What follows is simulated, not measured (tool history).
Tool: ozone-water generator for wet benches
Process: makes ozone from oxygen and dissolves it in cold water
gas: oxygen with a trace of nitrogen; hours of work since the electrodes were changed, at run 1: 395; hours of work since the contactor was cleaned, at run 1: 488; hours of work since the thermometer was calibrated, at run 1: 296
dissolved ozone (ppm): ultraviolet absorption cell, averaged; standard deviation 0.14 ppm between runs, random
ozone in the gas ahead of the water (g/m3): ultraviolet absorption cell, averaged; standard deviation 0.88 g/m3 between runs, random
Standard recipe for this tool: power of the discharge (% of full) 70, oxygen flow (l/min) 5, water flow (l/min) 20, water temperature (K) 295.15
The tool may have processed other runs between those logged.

run,hour,power of the discharge (% of full),oxygen flow (l/min),water flow (l/min),water temperature (K),hours of work since the electrodes were changed,hours of work since the contactor was cleaned,hours of work since the thermometer was calibrated,dissolved ozone (ppm),ozone in the gas ahead of the water (g/m3)
1,0,70,5,20,295.15,395,488,296,15.1,140.5
2,46,70,5,20,288.15,437,530,339,16.7,141.5
3,91.5,70,5,20,288.15,479,572,381,16.9,143.6
4,163.9,70,5,20,288.15,545,639,447,16.8,142.5
5,196.7,70,5,20,301.15,576,669,477,13.5,140.6
6,259,70,5,20,295.15,633,726,535,14.9,141.2
7,335.3,70,5,20,295.15,703,796,605,15.1,141
8,384.2,70,5,20,295.15,748,841,650,14.8,139.6
9,444.7,70,5,20,295.15,804,897,705,14.8,140.1
10,504.5,70,5,13,295.15,859,952,761,19.7,139.9
11,575.1,70,5,13,295.15,924,1017,825,19.7,140.7
12,648.2,70,5,20,295.15,991,1084,893,14.9,138.6
13,691.3,70,5,20,295.15,1030,1124,932,14.8,139.5
14,757.1,70,5,20,295.15,1091,1184,993,14.4,140.3
15,795.6,70,5,20,300.15,1126,1220,1028,13.3,140.5
16,857.1,70,5,20,300.15,1183,1276,1085,13.4,139.7
17,907.4,70,5,20,295.15,1229,1323,1131,14.4,138.6
18,952.1,70,5,20,295.15,1270,1364,1172,14.3,139.3
# hour 962.2: contactor cleaned
19,1002.4,70,2.91,20,288.15,1313,37,1215,14.4,180.8
20,1051.9,70,2.91,14,288.15,1358,82,1260,19.6,180
21,1105.3,70,2.91,14,288.15,1408,132,1310,19.4,177.7
22,1157.8,70,2.91,14,288.15,1456,180,1358,19.3,178.8
23,1194.5,70,2.91,14,288.15,1490,214,1392,19.4,179.2
24,1265.8,68,7.94,20,301.15,1555,279,1457,12,107.3
25,1342,45,3.43,16,302.15,1625,349,1527,10.7,120.5
26,1405.8,78,3.01,31,293.15,1684,408,1586,9.3,188.1
# hour 1439.7: contactor cleaned, once more
27,1454.6,78,5.4,31,293.15,1725,14,1627,11.6,142.6
28,1515.2,78,5.4,31,293.15,1781,69,1683,11.5,141.2
29,1579,78,5.4,31,293.15,1840,128,1742,11.5,141.8
30,1633.4,78,5.4,31,293.15,1890,178,1792,11.2,141.3
31,1687.3,70,5,17,294.15,1939,228,1841,16.6,134.5
32,1730.1,70,5,17,294.15,1979,267,1881,16.5,136.4

Run 33 is up next; what results do you expect?
33,1764.1,70,5,17,294.15,2010,298,1912,?,?

dissolved ozone (ppm): 16.4
ozone in the gas ahead of the water (g/m3): 136.3
Take away the tool's hidden state, keep the run-to-run variation as it was, and the same run would have given dissolved ozone (ppm) 17.6, ozone in the gas ahead of the water (g/m3) 145.

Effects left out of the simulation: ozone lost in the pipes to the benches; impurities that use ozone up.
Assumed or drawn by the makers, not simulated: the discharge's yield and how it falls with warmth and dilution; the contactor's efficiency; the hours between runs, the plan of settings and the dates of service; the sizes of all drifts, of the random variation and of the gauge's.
